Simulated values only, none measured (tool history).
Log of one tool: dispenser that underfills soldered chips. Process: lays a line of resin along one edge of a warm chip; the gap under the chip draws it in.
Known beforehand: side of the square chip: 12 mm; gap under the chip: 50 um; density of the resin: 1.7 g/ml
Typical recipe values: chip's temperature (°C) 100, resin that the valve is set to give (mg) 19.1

| run | hour | chip's temperature (°C) | resin that the valve is set to give (mg) | time until the resin shows at the far edge (s) | resin that the valve gave (mg) |
|---|---|---|---|---|---|
| 1 | 0 | 100 | 19.1 | 61.4 | 18.42 |
| 2 | 7.4 | 100 | 19.1 | 74 | 18.47 |
|  | 9.8 | new syringe of resin |
|  | 21.9 | new syringe of resin |
| 3 | 22.4 | 100 | 17.9 | 59 | 17.18 |
| 4 | 31.5 | 113 | 19.1 | 51.9 | 18.3 |
|  | 34.1 | new syringe of resin |
|  | 45.8 | new syringe of resin |
| 5 | 45.8 | 100 | 19.4 | 55.8 | 18.41 |
| 6 | 53.3 | 100 | 21.3 | 65.2 | 20.07 |
|  | 57.7 | new syringe of resin |
| 7 | 61.7 | 100 | 21.3 | 64.5 | 20.27 |
|  | 65 | dispensing valve cleaned and set on the balance |
|  | 71.4 | new syringe of resin |
| 8 | 77.3 | 109 | 19.1 | 51.5 | 19.09 |
|  | 82.9 | new syringe of resin |
| 9 | 84.5 | 108 | 19.1 | 48.5 | 18.94 |
|  | 95 | new syringe of resin |
| 10 | 97 | 101 | 19.1 | 57.2 | 18.93 |
|  | 107.1 | new syringe of resin |
| 11 | 109.1 | 101 | 19.1 | 59.5 | 18.76 |
|  | 119 | new syringe of resin |
| 12 | 121 | 101 | 19.1 | 57.9 | 18.63 |
|  | 130.5 | new syringe of resin |
| 13 | 136.4 | 99 | 21.8 | 65.9 | 21.15 |
|  | 142.6 | new syringe of resin |
| 14 | 148.1 | 109 | 17.7 | 52.2 | 17.15 |
|  | 154.4 | new syringe of resin |
| 15 | 163 | 96 | 18.2 | 78.8 | 17.51 |
|  | 166.1 | new syringe of resin |
| 16 | 171.2 | 96 | 18.2 | 72 | 17.53 |
|  | 178.2 | new syringe of resin |
| 17 | 185.8 | 89 | 18.8 | 92 | 17.88 |
|  | 190 | new syringe of resin |
| 18 | 199.4 | 89 | 18.8 | 95.8 | 17.95 |
|  | 202.1 | new syringe of resin |
| 19 | 212.3 | 89 | 18.8 | 97.4 | 17.71 |
|  | 214.7 | new syringe of resin |
|  | 219.3 | dispensing valve cleaned and set on the balance |
| 20 | 221.3 | 95 | 23.8 | 72.5 | 23.73 |
|  | 227.6 | new syringe of resin |
| 21 | 235.1 | 100 | 19 | 67.4 | 18.84 |
|  | 239.3 | new syringe of resin |
| 22 | 248.3 | 103 | 21.2 | 63.4 | 21.05 |
|  | 251.1 | new syringe of resin |
|  | 263.1 | new syringe of resin |
| 23 | 263.5 | 103 | 21.2 | 51.1 | 20.89 |

4 ways to go on from here, each from the tool as it stands after run 23. What would each give?
|  | 274.9 | new syringe of resin |
| A | 274.9 | 93 | 19.1 | ? | ? |
|  | 274.9 | new syringe of resin |
| B | 274.9 | 103 | 18.9 | ? | ? |
|  | 274.9 | new syringe of resin |
| C | 274.9 | 87 | 16.5 | ? | ? |
|  | 274.9 | new syringe of resin |
| D | 274.9 | 103 | 21.7 | ? | ? |

| run | time until the resin shows at the far edge (s) | resin that the valve gave (mg) |
|---|---|---|
| A | 67.4 | 18.62 |
| B | 50.5 | 18.57 |
| C | 81 | 16.21 |
| D | 50.4 | 21.46 |
Without the tool's unlogged condition, the same runs would have read:
| run | time until the resin shows at the far edge (s) | resin that the valve gave (mg) |
|---|---|---|
| A | 74.3 | 18.99 |
| B | 55.4 | 18.93 |
| C | 89.3 | 16.53 |
| D | 55.4 | 21.89 |
